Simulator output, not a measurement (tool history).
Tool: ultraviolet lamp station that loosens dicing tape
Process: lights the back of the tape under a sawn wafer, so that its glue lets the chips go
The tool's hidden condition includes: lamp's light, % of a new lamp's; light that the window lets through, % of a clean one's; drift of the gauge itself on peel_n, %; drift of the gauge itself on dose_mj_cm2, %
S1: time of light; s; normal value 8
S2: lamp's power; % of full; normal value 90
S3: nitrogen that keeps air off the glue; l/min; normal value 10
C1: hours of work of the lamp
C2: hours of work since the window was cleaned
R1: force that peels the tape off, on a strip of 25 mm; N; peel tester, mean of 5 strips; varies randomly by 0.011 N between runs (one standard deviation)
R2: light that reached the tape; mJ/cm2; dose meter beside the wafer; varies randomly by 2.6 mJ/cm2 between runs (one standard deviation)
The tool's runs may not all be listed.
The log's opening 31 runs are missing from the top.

run	hour	S1	S2	S3	C1	C2	R1	R2
32	261.7	4	71	5	254	65	3.575	112
33	272.3	5	90	10	260	71	1.601	180
34	278.6	5	86	14	264	74	1.507	170
35	287.9	12	90	10	269	80	0.274	429
36	298.2	4	66	11	275	86	3.112	103
37	305.8	8	76	5	279	90	1.524	235
38	314.8	8	65	4	284	95	2.282	200
39	321	6	100	4	288	99	1.823	233
40	331.5	14	96	12	294	105	0.154	518
41	337	14	96	12	297	108	0.157	517
42	346.1	14	61	12	302	113	0.448	328

Estimate the outcome of run 43 from the log above:
43	355.5	10	76	10	308	119	?	?

R1: 0.708 N
R2: 285 mJ/cm2
If the tool had no hidden condition, the same run with the same run-to-run variation would have returned R1 0.423 N, R2 354 mJ/cm2.
